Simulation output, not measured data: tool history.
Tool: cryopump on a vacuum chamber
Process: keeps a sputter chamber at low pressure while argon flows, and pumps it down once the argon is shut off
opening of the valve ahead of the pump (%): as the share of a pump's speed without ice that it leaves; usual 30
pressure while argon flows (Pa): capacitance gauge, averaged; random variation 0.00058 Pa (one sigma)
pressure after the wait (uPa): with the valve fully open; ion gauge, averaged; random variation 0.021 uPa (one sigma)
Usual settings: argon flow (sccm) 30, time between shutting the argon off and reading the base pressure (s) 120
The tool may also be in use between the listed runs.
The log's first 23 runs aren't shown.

run	hour	argon flow (sccm)	time between shutting the argon off and reading the base pressure (s)	opening of the valve ahead of the pump (%)	pressure while argon flows (Pa)	pressure after the wait (uPa)
24	386.4	49	120	30	0.1273	0.65
25	408.9	14	120	45	0.0254	0.74
26	426.1	27	120	55	0.0395	0.66
27	440.6	53	28	30	0.1368	1.36
28	459.7	53	28	30	0.1360	1.31
29	470.2	53	28	30	0.1354	1.43
# hour 496.9: pump warmed up, emptied and cooled again
30	501.4	16	175	22	0.0542	0.57
31	524.5	16	175	22	0.0531	0.58
32	548.6	34	42	16	0.1547	0.99
33	563.4	34	42	16	0.1551	1.01
34	589.0	22	108	34	0.0469	0.67

Forecast each of these 4 alternatives for the next run:
A	610.8	46	230	17	?	?
B	610.8	34	50	28	?	?
C	610.8	38	42	21	?	?
D	610.8	13	120	20	?	?

run	pressure while argon flows (Pa)	pressure after the wait (uPa)
A	0.1994	0.56
B	0.0890	0.92
C	0.1336	1.00
D	0.0484	0.68
Without the tool's hidden state the same runs would have given:
run	pressure while argon flows (Pa)	pressure after the wait (uPa)
A	0.1983	0.23
B	0.0882	0.59
C	0.1327	0.67
D	0.0481	0.35

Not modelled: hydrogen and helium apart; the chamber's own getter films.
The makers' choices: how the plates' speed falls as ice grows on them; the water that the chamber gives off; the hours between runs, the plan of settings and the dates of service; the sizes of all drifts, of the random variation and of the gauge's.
